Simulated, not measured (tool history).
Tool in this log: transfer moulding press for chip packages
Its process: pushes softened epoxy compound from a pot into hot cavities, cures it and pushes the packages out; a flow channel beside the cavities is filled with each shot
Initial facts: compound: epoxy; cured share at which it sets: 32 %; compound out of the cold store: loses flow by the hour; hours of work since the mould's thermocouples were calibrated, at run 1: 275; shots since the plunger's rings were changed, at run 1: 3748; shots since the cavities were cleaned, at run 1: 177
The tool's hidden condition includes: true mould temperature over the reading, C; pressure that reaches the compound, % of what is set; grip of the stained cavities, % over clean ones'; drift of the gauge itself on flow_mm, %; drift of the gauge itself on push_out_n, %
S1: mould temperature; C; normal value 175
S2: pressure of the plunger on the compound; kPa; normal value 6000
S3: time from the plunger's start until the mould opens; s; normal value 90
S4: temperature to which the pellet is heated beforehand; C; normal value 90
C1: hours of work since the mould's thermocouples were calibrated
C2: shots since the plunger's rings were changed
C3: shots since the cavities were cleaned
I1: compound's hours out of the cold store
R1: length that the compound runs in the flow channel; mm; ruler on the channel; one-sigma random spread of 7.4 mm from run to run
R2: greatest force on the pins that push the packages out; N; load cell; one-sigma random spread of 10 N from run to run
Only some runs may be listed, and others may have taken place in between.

run 1 hour=0.0 | S1=175 S2=6000 S3=90 S4=90 | C1=275 C2=3748 C3=177 | I1=16.9 | R1=933 R2=535
run 2 hour=6.6 | S1=175 S2=6000 S3=90 S4=83 | C1=278 C2=3821 C3=250 | I1=34.9 | R1=846 R2=556
run 3 hour=14.1 | S1=175 S2=6000 S3=90 S4=92 | C1=283 C2=3904 C3=333 | I1=24.5 | R1=893 R2=576
run 4 hour=25.8 | S1=172 S2=6000 S3=90 S4=90 | C1=289 C2=4034 C3=463 | I1=27.5 | R1=887 R2=728
run 5 hour=39.0 | S1=175 S2=6000 S3=71 S4=90 | C1=297 C2=4180 C3=609 | I1=22.5 | R1=888 R2=1010
-- hour=46.0 cavities cleaned with cleaning compound and waxed
run 6 hour=49.8 | S1=175 S2=5200 S3=71 S4=90 | C1=302 C2=4282 C3=42 | I1=42.7 | R1=745 R2=700
run 7 hour=62.5 | S1=175 S2=5200 S3=71 S4=90 | C1=309 C2=4424 C3=184 | I1=28.2 | R1=809 R2=824
run 8 hour=70.3 | S1=175 S2=5200 S3=71 S4=90 | C1=313 C2=4510 C3=270 | I1=44.7 | R1=735 R2=798
run 9 hour=75.9 | S1=175 S2=5200 S3=71 S4=90 | C1=317 C2=4572 C3=332 | I1=20.6 | R1=833 R2=923
-- hour=81.1 plunger's sealing rings changed
run 10 hour=85.0 | S1=175 S2=5200 S3=71 S4=90 | C1=320 C2=43 C3=405 | I1=40.6 | R1=802 R2=834
run 11 hour=95.7 | S1=175 S2=6000 S3=90 S4=94 | C1=326 C2=161 C3=523 | I1=39.3 | R1=860 R2=611
run 12 hour=104.2 | S1=175 S2=6000 S3=90 S4=90 | C1=331 C2=256 C3=618 | I1=13.7 | R1=984 R2=661
-- hour=110.8 cavities cleaned with cleaning compound and waxed
run 13 hour=117.3 | S1=175 S2=6000 S3=90 S4=90 | C1=338 C2=384 C3=72 | I1=29.6 | R1=909 R2=515
run 14 hour=130.7 | S1=175 S2=6000 S3=90 S4=90 | C1=345 C2=533 C3=221 | I1=41.3 | R1=845 R2=535
run 15 hour=143.9 | S1=175 S2=6000 S3=90 S4=90 | C1=353 C2=679 C3=367 | I1=23.1 | R1=947 R2=580
run 16 hour=154.4 | S1=175 S2=5290 S3=90 S4=92 | C1=359 C2=795 C3=483 | I1=42.9 | R1=786 R2=599
run 17 hour=164.1 | S1=175 S2=5290 S3=90 S4=92 | C1=364 C2=902 C3=590 | I1=37.1 | R1=804 R2=610
-- hour=172.9 cavities cleaned with cleaning compound and waxed
run 18 hour=173.2 | S1=176 S2=5840 S3=127 S4=99 | C1=368 C2=986 C3=3 | I1=25.7 | R1=888 R2=419
run 19 hour=180.7 | S1=181 S2=6000 S3=90 S4=90 | C1=373 C2=1070 C3=87 | I1=36.7 | R1=837 R2=460
run 20 hour=191.6 | S1=178 S2=5910 S3=90 S4=89 | C1=379 C2=1190 C3=207 | I1=11.8 | R1=963 R2=513
run 21 hour=205.0 | S1=178 S2=5910 S3=90 S4=89 | C1=386 C2=1339 C3=356 | I1=34.6 | R1=855 R2=527
run 22 hour=211.8 | S1=175 S2=6000 S3=112 S4=84 | C1=390 C2=1413 C3=430 | I1=27.8 | R1=899 R2=527
run 23 hour=218.7 | S1=167 S2=4720 S3=79 S4=90 | C1=394 C2=1491 C3=508 | I1=45.6 | R1=762 R2=1266
run 24 hour=228.0 | S1=167 S2=4720 S3=79 S4=90 | C1=399 C2=1593 C3=610 | I1=35.8 | R1=799 R2=1415
-- hour=234.7 cavities cleaned with cleaning compound and waxed
run 25 hour=240.9 | S1=175 S2=5590 S3=90 S4=84 | C1=406 C2=1719 C3=69 | I1=28.0 | R1=862 R2=513
run 26 hour=247.2 | S1=175 S2=5590 S3=90 S4=84 | C1=409 C2=1789 C3=139 | I1=21.0 | R1=897 R2=557
run 27 hour=258.5 | S1=175 S2=5590 S3=90 S4=84 | C1=416 C2=1914 C3=264 | I1=43.9 | R1=797 R2=555
run 28 hour=268.7 | S1=169 S2=6000 S3=81 S4=90 | C1=421 C2=2027 C3=377 | I1=11.5 | R1=1021 R2=1165

3 ways to go on from here, each from the tool as it stands after run 28. What would each give?
run A hour=276.2 | S1=179 S2=6000 S3=90 S4=90 | C1=426 C2=2110 C3=460 | I1=42.4 | R1=? R2=?
run B hour=276.2 | S1=175 S2=6260 S3=116 S4=100 | C1=426 C2=2110 C3=460 | I1=38.6 | R1=? R2=?
run C hour=276.2 | S1=175 S2=6060 S3=94 S4=90 | C1=426 C2=2110 C3=460 | I1=45.4 | R1=? R2=?

run=A R1=823 R2=545
run=B R1=858 R2=527
run=C R1=818 R2=576
With no hidden state in the tool, these same runs would have given:
run=A R1=844 R2=422
run=B R1=881 R2=413
run=C R1=839 R2=442
